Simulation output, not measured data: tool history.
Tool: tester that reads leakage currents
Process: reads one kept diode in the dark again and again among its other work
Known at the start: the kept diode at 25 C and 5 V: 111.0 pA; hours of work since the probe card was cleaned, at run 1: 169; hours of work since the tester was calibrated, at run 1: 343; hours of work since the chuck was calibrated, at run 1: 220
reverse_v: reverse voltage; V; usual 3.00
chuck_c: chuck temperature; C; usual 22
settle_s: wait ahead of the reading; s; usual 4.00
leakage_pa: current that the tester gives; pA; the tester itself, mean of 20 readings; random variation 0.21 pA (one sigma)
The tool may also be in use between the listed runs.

run   hour  reverse_v  chuck_c  settle_s  hours of work since the probe card was cleaned  hours of work since the tester was calibrated  hours of work since the chuck was calibrated  leakage_pa
  1    0.0       3.00       22      4.00                                             169                                            343                                           220       64.99
  2   34.9       3.00       22      4.00                                             188                                            362                                           238       64.27
  3   70.5       3.00       22      4.00                                             207                                            380                                           257       64.15
  4  106.6       3.10       22      4.00                                             226                                            400                                           276       64.83
  5  136.1       3.10       22      4.00                                             241                                            415                                           292       64.33
  6  173.5       3.00       22      5.61                                             261                                            435                                           311       63.09
  7  208.5       3.00       22      5.61                                             279                                            453                                           330       62.97
  8  243.0       3.00       22      5.61                                             298                                            472                                           348       62.66
  9  266.8       3.00       22      4.00                                             310                                            484                                           360       62.48
 10  300.0       3.00       22      4.00                                             328                                            502                                           378       62.38
 11  320.7       3.00       22      3.70                                             339                                            512                                           389       61.90
 12  359.5       3.00       22      4.00                                             359                                            533                                           409       61.63
 13  390.7       3.00       22      4.00                                             375                                            549                                           426       61.26
     395.6  -- chuck's temperature calibrated
 14  432.4       3.36       22      4.00                                             396                                            570                                            19       59.90
 15  472.3       3.36       22      6.00                                             417                                            591                                            41       59.67
 16  492.5       3.00       28      4.00                                             428                                            602                                            51       92.24
 17  511.4       8.62       48      2.15                                             438                                            612                                            61      686.40
     529.0  -- chuck's temperature calibrated, once more
 18  552.4       8.62       48      2.15                                             459                                            633                                            12      815.76
 19  586.0       8.62       48      2.15                                             476                                            650                                            30      814.61
 20  625.3       8.62       48      2.15                                             497                                            671                                            51      814.54
 21  644.3      15.70       55      0.79                                             507                                            681                                            61     1747.68
 22  675.8      10.64       30      1.34                                             524                                            698                                            77      236.41
 23  698.4       4.44       30      0.31                                             536                                            710                                            89      155.37
 24  715.0       4.44       30      0.31                                             544                                            718                                            98      155.16
 25  739.7       4.44       30      0.31                                             558                                            731                                           111      154.51
 26  765.2       7.22       39      0.40                                             571                                            745                                           125      384.97
 27  797.2      15.86       23      8.58                                             588                                            762                                           142      164.84
 28  827.6      15.86       23      8.58                                             604                                            778                                           158      163.98
 29  863.9       3.64       21      1.81                                             623                                            797                                           177       66.78
 30  886.5       3.64       21      1.81                                             635                                            809                                           189       66.66
 31  917.8       4.44       22      4.00                                             651                                            825                                           205       79.32
 32  952.6       4.44       22      4.00                                             670                                            844                                           224       79.06

The same runs without the tool's hidden state, with the same run-to-run variation:
The hidden state here: stray current of the dirty probe card, pA a volt; current scale over the true one, %; true chuck temperature over the reading, C; drift of the gauge itself on leakage_pa, %.
run  leakage_pa
  1       68.34
  2       67.91
  3       68.11
  4       69.18
  5       68.92
  6       67.94
  7       68.14
  8       68.14
  9       68.14
 10       68.30
 11       67.96
 12       67.99
 13       67.89
 14       71.82
 15       71.90
 16      111.46
 17      817.53
 18      815.92
 19      818.06
 20      822.12
 21     1768.19
 22      237.36
 23      157.46
 24      157.52
 25      157.40
 26      394.59
 27      164.43
 28      164.11
 29       68.56
 30       68.64
 31       81.92
 32       82.03
